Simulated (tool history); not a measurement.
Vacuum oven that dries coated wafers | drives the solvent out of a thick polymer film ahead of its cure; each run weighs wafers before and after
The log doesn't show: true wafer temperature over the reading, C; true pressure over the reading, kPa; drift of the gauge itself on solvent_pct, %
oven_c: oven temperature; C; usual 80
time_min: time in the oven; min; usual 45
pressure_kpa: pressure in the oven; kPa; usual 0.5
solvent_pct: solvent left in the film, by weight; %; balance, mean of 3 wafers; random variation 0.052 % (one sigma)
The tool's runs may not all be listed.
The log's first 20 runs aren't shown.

run,hour,oven_c,time_min,pressure_kpa,hours of work since the thermocouples were calibrated,hours of work since the vacuum gauge was cleaned of residue,solvent_pct
21,422.5,75,45,1.411,77,473,4.14
22,439,75,45,1.411,89,485,4.15
23,465.1,95,29,0.514,109,505,0.79
24,489.4,91,23,0.33,127,523,1.78
25,502.7,70,31,0.478,137,533,6.44
26,525,82,40,0.336,154,550,1.57
27,550.7,82,40,0.336,173,569,1.6
28,576.8,69,73,0.889,193,589,3.35
29,606.7,82,46,1.483,216,612,2.44
30,620.8,82,46,1.483,226,622,2.45
31,651.4,82,46,1.483,249,645,2.39

Forecast each of these 4 alternatives for the next run:
A,672.6,75,45,0.605,265,661,?
B,672.6,80,45,0.298,265,661,?
C,672.6,71,46,0.26,265,661,?
D,672.6,82,64,1.483,265,661,?

run,solvent_pct
A,3.02
B,1.68
C,3.76
D,2.04
Without the tool's hidden state the same runs would have given:
run,solvent_pct
A,2.73
B,1.4
C,3.44
D,1.74

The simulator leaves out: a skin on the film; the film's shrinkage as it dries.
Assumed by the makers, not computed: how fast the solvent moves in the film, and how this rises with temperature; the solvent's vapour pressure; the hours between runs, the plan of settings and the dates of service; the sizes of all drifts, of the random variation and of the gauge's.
